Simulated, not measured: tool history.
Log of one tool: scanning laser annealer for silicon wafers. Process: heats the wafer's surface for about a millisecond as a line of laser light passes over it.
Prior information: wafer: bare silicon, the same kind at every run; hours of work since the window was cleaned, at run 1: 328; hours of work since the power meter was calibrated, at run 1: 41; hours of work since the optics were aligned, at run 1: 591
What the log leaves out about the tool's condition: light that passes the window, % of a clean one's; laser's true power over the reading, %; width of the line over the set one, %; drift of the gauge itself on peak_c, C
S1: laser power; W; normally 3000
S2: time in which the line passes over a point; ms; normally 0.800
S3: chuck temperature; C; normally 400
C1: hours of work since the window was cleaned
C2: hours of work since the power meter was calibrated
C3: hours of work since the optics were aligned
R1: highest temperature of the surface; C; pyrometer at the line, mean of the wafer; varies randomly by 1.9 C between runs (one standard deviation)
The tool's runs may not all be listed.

run,hour,S1,S2,S3,C1,C2,C3,R1
1,0.0,3000,0.800,400,328,41,591,1179
2,10.7,3000,0.664,400,332,45,596,1104
3,29.4,3000,0.665,400,340,53,603,1101
4,51.0,3000,0.665,400,349,62,612,1106
5,69.1,3000,0.800,400,356,69,619,1177
6,86.2,3000,0.800,400,363,76,626,1183
7,97.8,3000,0.800,400,368,81,631,1178
8,122.2,3000,0.800,400,377,90,641,1174
9,134.7,3000,0.671,400,383,96,646,1102
10,145.3,3000,0.671,400,387,100,650,1108
11,168.6,3000,0.671,400,396,109,660,1103
12,189.9,3000,0.671,400,405,118,668,1100
13,210.4,3210,0.630,400,413,126,677,1129
14,220.3,3037,0.591,400,417,130,681,1067
15,236.8,2853,0.800,376,424,137,687,1109
16,253.8,3000,0.629,400,431,144,694,1075
17,275.4,3235,0.636,409,440,152,703,1147
18,288.1,3235,0.636,409,445,158,708,1149
19,307.0,2561,0.635,400,452,165,716,972
20,324.2,3271,0.635,427,459,172,723,1172
21,339.5,2943,0.635,427,465,178,729,1097

Here are 4 independent what-if runs from the current tool condition. What would each one return?
A,354.9,2871,0.606,400,472,185,735,?
B,354.9,3162,0.800,400,472,185,735,?
C,354.9,3077,0.667,427,472,185,735,?
D,354.9,3196,0.635,438,472,185,735,?

run,R1
A,1031
B,1215
C,1145
D,1166
Stripped of hidden state, with their random variation kept, the same runs would have yielded:
run,R1
A,1063
B,1257
C,1181
D,1203
